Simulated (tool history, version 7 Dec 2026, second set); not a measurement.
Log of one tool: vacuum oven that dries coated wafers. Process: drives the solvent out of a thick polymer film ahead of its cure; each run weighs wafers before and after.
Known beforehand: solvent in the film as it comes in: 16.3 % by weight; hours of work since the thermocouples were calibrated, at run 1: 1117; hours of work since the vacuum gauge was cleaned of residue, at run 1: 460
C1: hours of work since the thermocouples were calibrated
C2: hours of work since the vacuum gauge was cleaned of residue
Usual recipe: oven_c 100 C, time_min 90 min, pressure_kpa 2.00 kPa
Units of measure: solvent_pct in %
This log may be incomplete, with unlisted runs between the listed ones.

run 1 hour=0.0 | oven_c=100 time_min=90 pressure_kpa=2.00 | C1=1117 C2=460 | solvent_pct=1.86
run 2 hour=40.2 | oven_c=100 time_min=90 pressure_kpa=2.00 | C1=1141 C2=485 | solvent_pct=1.78
run 3 hour=75.5 | oven_c=105 time_min=90 pressure_kpa=2.00 | C1=1163 C2=506 | solvent_pct=1.21
run 4 hour=140.7 | oven_c=100 time_min=90 pressure_kpa=2.00 | C1=1203 C2=546 | solvent_pct=1.80
run 5 hour=210.9 | oven_c=100 time_min=90 pressure_kpa=1.13 | C1=1246 C2=589 | solvent_pct=1.38
run 6 hour=269.6 | oven_c=100 time_min=90 pressure_kpa=1.13 | C1=1282 C2=625 | solvent_pct=1.49
run 7 hour=337.8 | oven_c=100 time_min=90 pressure_kpa=1.36 | C1=1324 C2=667 | solvent_pct=1.62
-- hour=381.8 oven's thermocouples calibrated
run 8 hour=395.1 | oven_c=100 time_min=90 pressure_kpa=1.36 | C1=8 C2=701 | solvent_pct=1.23
run 9 hour=455.1 | oven_c=108 time_min=90 pressure_kpa=1.36 | C1=45 C2=738 | solvent_pct=0.69
run 10 hour=486.7 | oven_c=108 time_min=90 pressure_kpa=1.36 | C1=64 C2=757 | solvent_pct=0.74
run 11 hour=531.4 | oven_c=108 time_min=90 pressure_kpa=1.36 | C1=92 C2=785 | solvent_pct=0.72
run 12 hour=590.8 | oven_c=108 time_min=90 pressure_kpa=1.36 | C1=128 C2=821 | solvent_pct=0.82
-- hour=598.0 vacuum gauge cleaned of residue and calibrated
run 13 hour=645.6 | oven_c=100 time_min=90 pressure_kpa=1.78 | C1=161 C2=29 | solvent_pct=1.65
run 14 hour=685.9 | oven_c=100 time_min=90 pressure_kpa=2.00 | C1=186 C2=54 | solvent_pct=1.63
run 15 hour=750.4 | oven_c=100 time_min=90 pressure_kpa=2.00 | C1=225 C2=93 | solvent_pct=1.63
run 16 hour=801.0 | oven_c=100 time_min=154 pressure_kpa=2.00 | C1=256 C2=124 | solvent_pct=1.17
run 17 hour=843.9 | oven_c=97 time_min=56 pressure_kpa=1.46 | C1=282 C2=151 | solvent_pct=3.36
run 18 hour=883.4 | oven_c=97 time_min=46 pressure_kpa=1.46 | C1=307 C2=175 | solvent_pct=4.19
run 19 hour=913.5 | oven_c=108 time_min=46 pressure_kpa=1.46 | C1=325 C2=193 | solvent_pct=2.01
-- hour=970.2 vacuum gauge cleaned of residue and calibrated, once more
run 20 hour=983.2 | oven_c=108 time_min=46 pressure_kpa=1.46 | C1=367 C2=8 | solvent_pct=1.71
run 21 hour=1047.7 | oven_c=100 time_min=77 pressure_kpa=3.99 | C1=407 C2=48 | solvent_pct=2.83
run 22 hour=1117.6 | oven_c=96 time_min=90 pressure_kpa=1.14 | C1=449 C2=90 | solvent_pct=1.69
run 23 hour=1187.7 | oven_c=96 time_min=90 pressure_kpa=1.14 | C1=492 C2=133 | solvent_pct=1.72
run 24 hour=1231.3 | oven_c=90 time_min=50 pressure_kpa=2.27 | C1=519 C2=160 | solvent_pct=5.98
run 25 hour=1268.0 | oven_c=90 time_min=50 pressure_kpa=2.27 | C1=542 C2=183 | solvent_pct=5.78
run 26 hour=1314.6 | oven_c=107 time_min=144 pressure_kpa=1.56 | C1=570 C2=211 | solvent_pct=0.63
run 27 hour=1383.0 | oven_c=114 time_min=68 pressure_kpa=2.91 | C1=612 C2=253 | solvent_pct=1.11

Branching from run 27: 3 alternative next runs. What would each branch give?
run A hour=1436.9 | oven_c=102 time_min=106 pressure_kpa=5.64 | C1=645 C2=286 | solvent_pct=?
run B hour=1436.9 | oven_c=106 time_min=74 pressure_kpa=5.84 | C1=645 C2=286 | solvent_pct=?
run C hour=1436.9 | oven_c=114 time_min=90 pressure_kpa=4.71 | C1=645 C2=286 | solvent_pct=?

run=A solvent_pct=2.68
run=B solvent_pct=2.76
run=C solvent_pct=1.47
Had the tool no hidden state, the same runs would have come out as:
run=A solvent_pct=2.56
run=B solvent_pct=2.64
run=C solvent_pct=1.40

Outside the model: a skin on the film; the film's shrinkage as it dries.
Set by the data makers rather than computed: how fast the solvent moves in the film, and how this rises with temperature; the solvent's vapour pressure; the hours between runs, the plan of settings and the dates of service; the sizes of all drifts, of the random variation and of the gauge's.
